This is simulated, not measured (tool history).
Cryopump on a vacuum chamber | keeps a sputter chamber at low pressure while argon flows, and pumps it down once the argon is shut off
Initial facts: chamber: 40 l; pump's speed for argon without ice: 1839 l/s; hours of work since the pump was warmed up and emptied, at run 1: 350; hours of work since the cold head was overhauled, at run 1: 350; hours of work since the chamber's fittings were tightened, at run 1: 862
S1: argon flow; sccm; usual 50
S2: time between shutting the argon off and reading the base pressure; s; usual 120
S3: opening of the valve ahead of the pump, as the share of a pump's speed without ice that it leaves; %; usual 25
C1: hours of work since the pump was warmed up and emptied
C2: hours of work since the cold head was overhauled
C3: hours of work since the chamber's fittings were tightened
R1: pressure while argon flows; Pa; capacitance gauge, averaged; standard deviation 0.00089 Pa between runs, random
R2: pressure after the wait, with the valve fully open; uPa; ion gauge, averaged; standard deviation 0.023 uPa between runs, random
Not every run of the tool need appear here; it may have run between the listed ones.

run,hour,S1,S2,S3,C1,C2,C3,R1,R2
1,0.0,50,120,25,350,350,862,0.1925,1.42
2,14.7,50,120,25,362,362,874,0.1922,1.52
3,30.3,50,52,25,375,375,887,0.1922,2.25
4,43.8,50,52,25,386,386,899,0.1932,2.22
5,57.1,50,52,25,397,397,910,0.1931,2.29
6,65.7,50,52,25,404,404,917,0.1924,2.25
7,79.7,50,52,25,416,416,928,0.1960,2.30
8,92.4,50,120,25,426,426,939,0.1928,1.56
9,102.9,50,120,25,435,435,947,0.1938,1.57
10,118.3,50,120,25,448,448,960,0.1929,1.53
11,125.8,50,120,25,454,454,966,0.1937,1.58
12,141.1,43,120,25,467,467,979,0.1674,1.56
13,156.8,50,120,25,480,480,992,0.1966,1.55
14,172.6,50,120,25,493,493,1005,0.1952,1.71
15,185.9,50,120,25,504,504,1016,0.1979,1.61
16,199.1,50,120,25,515,515,1027,0.1960,1.69
17,207.5,50,120,25,521,521,1034,0.1965,1.68
18,219.8,28,120,22,532,532,1044,0.1248,1.68
19,231.9,28,120,22,542,542,1054,0.1244,1.71
20,247.9,28,85,22,555,555,1067,0.1232,1.98
21,258.0,28,22,56,563,563,1076,0.0516,4.31
22,265.1,28,24,56,569,569,1082,0.0545,4.19
23,273.5,28,36,25,576,576,1089,0.1096,3.07
24,286.1,50,200,23,587,587,1099,0.2133,1.57
25,295.8,50,120,55,595,595,1107,0.0979,1.77
26,311.7,50,245,25,608,608,1120,0.1994,1.53
27,321.6,50,20,27,616,616,1128,0.1845,4.92
# hour 327.7: leaking fittings of the chamber tightened, without venting
28,337.3,50,135,46,627,627,8,0.1163,0.74
29,345.6,50,135,46,634,634,15,0.1164,0.74
# hour 351.8: pump warmed up, emptied and cooled again
30,366.7,50,135,46,12,647,28,0.0998,0.67
31,375.3,50,135,46,19,655,35,0.1001,0.72
32,383.8,50,135,46,26,662,42,0.1005,0.71
33,396.4,48,135,16,37,672,53,0.2761,0.73

5 options for the next run, each taken on its own from the tool as it stands now. Forecast them:
A,406.7,37,135,16,45,681,61,?,?
B,406.7,50,120,23,45,681,61,?,?
C,406.7,50,46,30,45,681,61,?,?
D,406.7,50,49,27,45,681,61,?,?
E,406.7,48,45,28,45,681,61,?,?

run,R1,R2
A,0.2125,0.73
B,0.2024,0.82
C,0.1556,1.69
D,0.1726,1.62
E,0.1588,1.79
Without the tool's hidden state the same runs would have given:
run,R1,R2
A,0.2117,0.68
B,0.2012,0.78
C,0.1544,1.64
D,0.1714,1.57
E,0.1576,1.74
